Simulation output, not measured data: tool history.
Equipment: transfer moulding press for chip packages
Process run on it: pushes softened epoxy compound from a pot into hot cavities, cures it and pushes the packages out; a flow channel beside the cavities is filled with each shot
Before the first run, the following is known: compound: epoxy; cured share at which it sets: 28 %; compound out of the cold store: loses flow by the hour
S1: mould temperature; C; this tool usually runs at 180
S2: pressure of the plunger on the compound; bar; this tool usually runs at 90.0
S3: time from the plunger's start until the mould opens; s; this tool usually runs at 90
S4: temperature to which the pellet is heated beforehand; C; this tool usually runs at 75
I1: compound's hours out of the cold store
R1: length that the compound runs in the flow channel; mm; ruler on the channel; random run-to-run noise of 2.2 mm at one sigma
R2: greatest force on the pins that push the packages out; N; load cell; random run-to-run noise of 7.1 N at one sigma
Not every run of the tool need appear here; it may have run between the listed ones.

run 1 hour=0.0 | S1=180 S2=90.0 S3=90 S4=75 | I1=45.4 | R1=526 R2=280
-- hour=28.1 cavities cleaned with cleaning compound and waxed
run 2 hour=36.8 | S1=180 S2=90.0 S3=90 S4=75 | I1=42.7 | R1=541 R2=287
run 3 hour=55.2 | S1=180 S2=90.0 S3=90 S4=75 | I1=45.9 | R1=525 R2=296
run 4 hour=96.2 | S1=180 S2=90.0 S3=90 S4=75 | I1=41.0 | R1=547 R2=293
-- hour=131.6 cavities cleaned with cleaning compound and waxed
run 5 hour=135.3 | S1=186 S2=90.0 S3=90 S4=75 | I1=38.9 | R1=542 R2=221
run 6 hour=151.8 | S1=186 S2=90.0 S3=90 S4=75 | I1=34.0 | R1=564 R2=237
run 7 hour=169.0 | S1=186 S2=90.0 S3=90 S4=75 | I1=19.2 | R1=625 R2=250
run 8 hour=205.0 | S1=186 S2=90.0 S3=96 S4=75 | I1=25.7 | R1=594 R2=218
run 9 hour=232.0 | S1=186 S2=90.0 S3=96 S4=75 | I1=17.1 | R1=634 R2=226
-- hour=236.5 cavities cleaned with cleaning compound and waxed
-- hour=256.8 mould's thermocouples calibrated
run 10 hour=257.7 | S1=186 S2=90.0 S3=96 S4=75 | I1=20.3 | R1=618 R2=218
run 11 hour=295.9 | S1=186 S2=90.0 S3=96 S4=75 | I1=13.9 | R1=652 R2=236
run 12 hour=314.9 | S1=186 S2=90.0 S3=96 S4=75 | I1=13.4 | R1=646 R2=236
run 13 hour=336.3 | S1=186 S2=90.0 S3=96 S4=75 | I1=35.5 | R1=553 R2=220
-- hour=343.4 cavities cleaned with cleaning compound and waxed
run 14 hour=371.4 | S1=186 S2=90.0 S3=96 S4=75 | I1=44.7 | R1=516 R2=214
run 15 hour=407.1 | S1=186 S2=90.0 S3=96 S4=75 | I1=14.7 | R1=644 R2=228
run 16 hour=442.3 | S1=185 S2=90.0 S3=70 S4=77 | I1=43.7 | R1=524 R2=394
-- hour=447.5 cavities cleaned with cleaning compound and waxed
run 17 hour=471.9 | S1=185 S2=90.0 S3=70 S4=77 | I1=46.9 | R1=515 R2=391
-- hour=513.2 plunger's sealing rings changed
run 18 hour=515.1 | S1=180 S2=90.0 S3=87 S4=75 | I1=27.1 | R1=602 R2=336
run 19 hour=550.6 | S1=180 S2=90.0 S3=87 S4=75 | I1=38.4 | R1=558 R2=314
-- hour=554.1 cavities cleaned with cleaning compound and waxed
run 20 hour=591.4 | S1=180 S2=103.7 S3=90 S4=85 | I1=29.1 | R1=636 R2=298
run 21 hour=626.7 | S1=180 S2=103.7 S3=90 S4=85 | I1=24.6 | R1=657 R2=307
-- hour=658.9 cavities cleaned with cleaning compound and waxed
run 22 hour=659.8 | S1=180 S2=104.9 S3=90 S4=81 | I1=39.1 | R1=596 R2=295
run 23 hour=679.4 | S1=180 S2=90.0 S3=90 S4=74 | I1=18.9 | R1=639 R2=322
run 24 hour=720.1 | S1=180 S2=90.0 S3=90 S4=74 | I1=10.9 | R1=677 R2=323
run 25 hour=752.3 | S1=172 S2=90.0 S3=90 S4=75 | I1=19.0 | R1=666 R2=555
-- hour=764.3 cavities cleaned with cleaning compound and waxed
run 26 hour=780.7 | S1=183 S2=107.8 S3=90 S4=75 | I1=30.3 | R1=633 R2=255
run 27 hour=809.2 | S1=180 S2=90.0 S3=90 S4=80 | I1=21.4 | R1=625 R2=299
run 28 hour=829.5 | S1=180 S2=90.0 S3=90 S4=80 | I1=39.5 | R1=550 R2=292

Hidden state or all else? Some run-to-run changes of R2, split into what the settings, what came in and random variation would give without the hidden state, and what is left for the hidden state (with any gauge scatter that isn't in both results):
Hidden conditions of the tool in this case: true mould temperature over the reading, C; pressure that reaches the compound, % of what is set; grip of the stained cavities, % over clean ones'; drift of the gauge itself on flow_mm, %; drift of the gauge itself on push_out_n, %.
Run 21 -> 22: S2 103.7 -> 104.9, S4 85 -> 81, cavities cleaned with cleaning compound and waxed. R2 -12 N: hidden state -5, all else -7.
Run 24 -> 25: S1 180 -> 172, S4 74 -> 75. R2 +232 N: hidden state +5, all else +227.
Run 25 -> 26: S1 172 -> 183, S2 90.0 -> 107.8, cavities cleaned with cleaning compound and waxed. R2 -300 N: hidden state -8, all else -292.
